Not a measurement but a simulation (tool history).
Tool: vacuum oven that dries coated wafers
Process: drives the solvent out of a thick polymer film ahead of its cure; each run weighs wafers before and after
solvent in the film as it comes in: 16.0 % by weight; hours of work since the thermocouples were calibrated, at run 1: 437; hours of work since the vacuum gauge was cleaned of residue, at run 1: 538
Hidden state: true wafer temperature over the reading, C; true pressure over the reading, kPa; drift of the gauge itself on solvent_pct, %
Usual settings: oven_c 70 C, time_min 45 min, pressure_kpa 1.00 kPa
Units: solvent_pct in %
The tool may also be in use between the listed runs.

run    hour  oven_c  time_min  pressure_kpa  hours of work since the thermocouples were calibrated  hours of work since the vacuum gauge was cleaned of residue  solvent_pct
  1     0.0      70        45          1.00                                                    437                                                          538         4.56
  2    48.8      77        45          1.00                                                    475                                                          577         2.89
  3    92.0      77        45          1.00                                                    509                                                          611         2.87
  4   140.2      77        45          1.00                                                    547                                                          649         2.94
  5   203.4      77        45          0.52                                                    597                                                          698         2.59
  6   255.7      77        45          0.52                                                    638                                                          739         2.66
  7   301.1      70        45          1.00                                                    674                                                          775         4.81
  8   336.3      70        45          1.00                                                    701                                                          803         4.73
  9   379.8      70        45          1.00                                                    736                                                          837         4.75
 10   449.2      70        45          1.00                                                    790                                                          892         4.79
 11   496.1      55        45          1.00                                                    827                                                          928         8.94
 12   534.0      70        45          1.00                                                    857                                                          958         4.96
 13   604.8      70        45          1.00                                                    913                                                         1014         4.84
 14   675.9      70        45          1.00                                                    969                                                         1070         4.93
 15   743.1      70        45          1.00                                                   1021                                                         1123         4.95
 16   807.8      70        64          1.00                                                   1072                                                         1174         3.55
 17   864.0      70        64          1.00                                                   1117                                                         1218         3.55
 18   909.3      70        64          1.00                                                   1152                                                         1254         3.62
 19   981.8      70        64          1.00                                                   1209                                                         1311         3.55
     1026.0  -- oven's thermocouples calibrated
 20  1048.2      70        26          1.00                                                     17                                                         1361         6.92
 21  1124.2      65        26          1.00                                                     77                                                         1421         8.11
 22  1165.2      65        26          2.57                                                    109                                                         1453         8.96
 23  1226.8      76        35          3.27                                                    158                                                         1502         5.27
 24  1308.8      67        65          3.27                                                    222                                                         1566         5.88
 25  1362.4      68        49          0.65                                                    265                                                         1608         4.51
 26  1401.2      69        70          0.65                                                    295                                                         1639         2.90
 27  1475.8      70        32          1.39                                                    354                                                         1698         6.35
 28  1542.8      70        32          1.39                                                    407                                                         1750         6.48
 29  1587.7      57        61          2.39                                                    442                                                         1786         8.65
     1656.1  -- vacuum gauge cleaned of residue and calibrated
 30  1670.7      70        24          2.69                                                    506                                                           12         7.95
 31  1715.5      81        33          0.62                                                    541                                                           47         2.83
 32  1751.6      66        43          1.63                                                    570                                                           75         6.20
 33  1829.3      66        43          1.63                                                    631                                                          136         6.22
 34  1886.6      66        22          2.49                                                    676                                                          181         9.52
 35  1956.9      76        43          1.82                                                    731                                                          237         3.69
 36  2030.5      55        36          1.82                                                    789                                                          295        10.10
 37  2089.6      55        36          0.82                                                    835                                                          341         9.27
 38  2132.3      58        64          0.82                                                    869                                                          375         6.33
 39  2168.3      58        64          0.82                                                    897                                                          403         6.34
 40  2223.9      57        64          0.82                                                    941                                                          447         6.67
 41  2294.3      82        45          3.65                                                    996                                                          502         3.38
 42  2333.7      74        45          1.00                                                   1027                                                          533         3.68

The same runs without the tool's hidden state, with the same run-to-run variation:
run  solvent_pct
  1         4.25
  2         2.61
  3         2.58
  4         2.63
  5         2.27
  6         2.32
  7         4.36
  8         4.27
  9         4.27
 10         4.27
 11         8.36
 12         4.40
 13         4.26
 14         4.32
 15         4.30
 16         2.90
 17         2.87
 18         2.92
 19         2.83
 20         6.76
 21         7.90
 22         8.74
 23         5.03
 24         5.47
 25         4.13
 26         2.48
 27         5.98
 28         6.09
 29         8.00
 30         7.82
 31         2.71
 32         6.02
 33         5.99
 34         9.31
 35         3.45
 36         9.80
 37         8.96
 38         5.92
 39         5.91
 40         6.21
 41         3.07
 42         3.29

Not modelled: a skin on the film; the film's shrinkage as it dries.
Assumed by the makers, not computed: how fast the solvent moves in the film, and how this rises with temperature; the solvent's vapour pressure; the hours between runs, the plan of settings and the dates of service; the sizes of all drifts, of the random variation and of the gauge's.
